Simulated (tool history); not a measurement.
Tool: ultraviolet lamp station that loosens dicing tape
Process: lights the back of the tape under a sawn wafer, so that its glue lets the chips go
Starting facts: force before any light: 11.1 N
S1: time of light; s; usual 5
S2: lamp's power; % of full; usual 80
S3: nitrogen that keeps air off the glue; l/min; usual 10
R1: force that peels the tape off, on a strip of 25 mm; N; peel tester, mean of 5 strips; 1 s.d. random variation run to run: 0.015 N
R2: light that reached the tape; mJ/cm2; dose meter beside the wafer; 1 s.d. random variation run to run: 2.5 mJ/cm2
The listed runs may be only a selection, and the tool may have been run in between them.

{"run": 1, "hour": 0.0, "S1": 5, "S2": 80, "S3": 10, "R1": 0.89, "R2": 264}
{"run": 2, "hour": 30.2, "S1": 5, "S2": 80, "S3": 10, "R1": 0.941, "R2": 264}
{"run": 3, "hour": 78.4, "S1": 5, "S2": 80, "S3": 18, "R1": 0.767, "R2": 258}
{"run": 4, "hour": 116.6, "S1": 5, "S2": 80, "S3": 15, "R1": 0.818, "R2": 252}
{"run": 5, "hour": 176.6, "S1": 5, "S2": 80, "S3": 15, "R1": 0.899, "R2": 249}
{"run": 6, "hour": 211.2, "S1": 5, "S2": 80, "S3": 15, "R1": 0.908, "R2": 245}
{"run": 7, "hour": 239.3, "S1": 5, "S2": 80, "S3": 15, "R1": 0.95, "R2": 244}
{"run": 8, "hour": 270.5, "S1": 4, "S2": 80, "S3": 10, "R1": 1.746, "R2": 192}
{"hour": 276.1, "done": "window cleaned of glue's vapour"}
{"run": 9, "hour": 315.8, "S1": 4, "S2": 73, "S3": 10, "R1": 2.214, "R2": 170}
{"run": 10, "hour": 356.8, "S1": 4, "S2": 73, "S3": 18, "R1": 1.94, "R2": 166}
{"run": 11, "hour": 425.3, "S1": 4, "S2": 73, "S3": 10, "R1": 2.354, "R2": 162}
{"run": 12, "hour": 468.1, "S1": 5, "S2": 80, "S3": 10, "R1": 1.363, "R2": 219}
{"run": 13, "hour": 496.9, "S1": 5, "S2": 81, "S3": 10, "R1": 1.358, "R2": 217}
{"hour": 506.2, "done": "window cleaned of glue's vapour, once more"}
{"run": 14, "hour": 536.2, "S1": 5, "S2": 80, "S3": 6, "R1": 1.189, "R2": 260}
{"run": 15, "hour": 566.0, "S1": 5, "S2": 80, "S3": 6, "R1": 1.259, "R2": 256}
{"run": 16, "hour": 611.1, "S1": 5, "S2": 80, "S3": 9, "R1": 1.063, "R2": 254}
{"run": 17, "hour": 665.2, "S1": 5, "S2": 80, "S3": 9, "R1": 1.079, "R2": 249}
{"run": 18, "hour": 703.3, "S1": 5, "S2": 80, "S3": 10, "R1": 1.09, "R2": 242}
{"run": 19, "hour": 755.8, "S1": 5, "S2": 81, "S3": 10, "R1": 1.058, "R2": 241}
{"run": 20, "hour": 812.7, "S1": 5, "S2": 81, "S3": 10, "R1": 1.146, "R2": 238}
{"run": 21, "hour": 844.6, "S1": 4, "S2": 73, "S3": 3, "R1": 3.379, "R2": 172}
{"run": 22, "hour": 896.2, "S1": 2, "S2": 71, "S3": 3, "R1": 6.066, "R2": 82}
{"run": 23, "hour": 959.8, "S1": 2, "S2": 84, "S3": 3, "R1": 5.381, "R2": 93}
{"run": 24, "hour": 1017.5, "S1": 10, "S2": 85, "S3": 10, "R1": 0.231, "R2": 458}
{"run": 25, "hour": 1054.6, "S1": 8, "S2": 69, "S3": 9, "R1": 0.764, "R2": 289}
{"run": 26, "hour": 1084.7, "S1": 8, "S2": 69, "S3": 9, "R1": 0.741, "R2": 285}
{"run": 27, "hour": 1153.7, "S1": 2, "S2": 99, "S3": 8, "R1": 4.349, "R2": 101}
{"hour": 1178.3, "done": "window cleaned of glue's vapour"}
{"run": 28, "hour": 1196.1, "S1": 2, "S2": 99, "S3": 8, "R1": 3.74, "R2": 117}
{"run": 29, "hour": 1259.5, "S1": 2, "S2": 76, "S3": 8, "R1": 4.998, "R2": 86}
{"run": 30, "hour": 1312.7, "S1": 2, "S2": 76, "S3": 8, "R1": 5.121, "R2": 84}
{"run": 31, "hour": 1378.9, "S1": 2, "S2": 76, "S3": 8, "R1": 5.246, "R2": 81}
{"run": 32, "hour": 1435.0, "S1": 5, "S2": 62, "S3": 9, "R1": 2.418, "R2": 163}
{"run": 33, "hour": 1501.1, "S1": 3, "S2": 80, "S3": 6, "R1": 3.857, "R2": 128}
{"run": 34, "hour": 1539.8, "S1": 3, "S2": 61, "S3": 4, "R1": 5.452, "R2": 93}
{"run": 35, "hour": 1581.5, "S1": 3, "S2": 61, "S3": 11, "R1": 4.654, "R2": 91}
{"run": 36, "hour": 1650.6, "S1": 3, "S2": 72, "S3": 4, "R1": 5.023, "R2": 104}
{"run": 37, "hour": 1686.2, "S1": 3, "S2": 72, "S3": 4, "R1": 5.081, "R2": 104}

For some of the steps in R1 from one run to the next: how much would appear even if the tool had no hidden state, given the settings, what came in and random variation, and how much remains for the hidden state plus any gauge scatter that the measured result and the result without hidden state don't share?
Hidden conditions of the tool in this case: lamp's light, % of a new lamp's; light that the window lets through, % of a clean one's; drift of the gauge itself on peel_n, %; drift of the gauge itself on dose_mj_cm2, %.
Run 23 -> 24: S1 2 -> 10, S2 84 -> 85, S3 3 -> 10. R1 -5.15 N: hidden state -1.017, all else -4.133.
Run 26 -> 27: S1 8 -> 2, S2 69 -> 99, S3 9 -> 8. R1 +3.608 N: hidden state +1.059, all else +2.549.
Run 27 -> 28: window cleaned of glue's vapour. R1 -0.609 N: hidden state -0.546, all else -0.063.
Run 31 -> 32: S1 2 -> 5, S2 76 -> 62, S3 8 -> 9. R1 -2.828 N: hidden state -0.199, all else -2.629.
